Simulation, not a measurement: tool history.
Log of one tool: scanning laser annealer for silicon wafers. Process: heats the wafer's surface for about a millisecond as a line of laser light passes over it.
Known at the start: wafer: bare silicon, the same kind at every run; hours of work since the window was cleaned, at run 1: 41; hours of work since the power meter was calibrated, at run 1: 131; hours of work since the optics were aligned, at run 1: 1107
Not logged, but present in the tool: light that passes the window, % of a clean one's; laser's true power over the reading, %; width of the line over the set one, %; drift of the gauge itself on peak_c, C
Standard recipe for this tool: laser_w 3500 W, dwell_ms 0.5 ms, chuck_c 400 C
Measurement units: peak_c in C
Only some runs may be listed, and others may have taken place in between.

run	hour	laser_w	dwell_ms	chuck_c	hours of work since the window was cleaned	hours of work since the power meter was calibrated	hours of work since the optics were aligned	peak_c
1	0	3500	0.5	400	41	131	1107	1095
2	9.3	3500	0.38	400	46	136	1112	1013
3	15	3500	0.38	400	49	139	1115	1009
4	20.6	3837	0.5	400	51	142	1118	1172
5	28.4	3500	0.484	400	55	146	1122	1083
6	39.3	3500	0.5	400	61	151	1127	1092
7	45.9	3500	0.5	364	64	155	1131	1056
# hour 54.6: optics aligned, line set to its width
8	62.9	3500	0.5	364	70	161	4	1069
9	73.8	3500	0.5	364	76	166	10	1068
10	80.8	3500	0.5	364	79	170	13	1068
11	89.9	3500	0.5	400	84	174	18	1101
12	98	3500	0.54	400	88	178	22	1128
13	107.1	3500	0.5	400	93	183	27	1104
14	119.6	3500	0.5	400	99	189	33	1101
15	131.3	3500	0.5	400	105	195	39	1099
16	142.3	3500	0.5	400	111	201	44	1102
17	151.3	3500	0.5	400	115	205	49	1101
18	157.1	3500	0.5	427	118	208	52	1126
19	166.4	3500	0.5	427	123	213	57	1130
# hour 170.5: laser's power meter calibrated
20	180.1	3719	0.618	388	128	5	62	1219
21	189.4	3500	0.415	424	133	10	67	1067

What will run 22 give?
22	200.4	3500	0.415	424	139	15	72	?

peak_c: 1066 C
Minus the tool's unlogged condition, the same run would have read peak_c 1078 C.
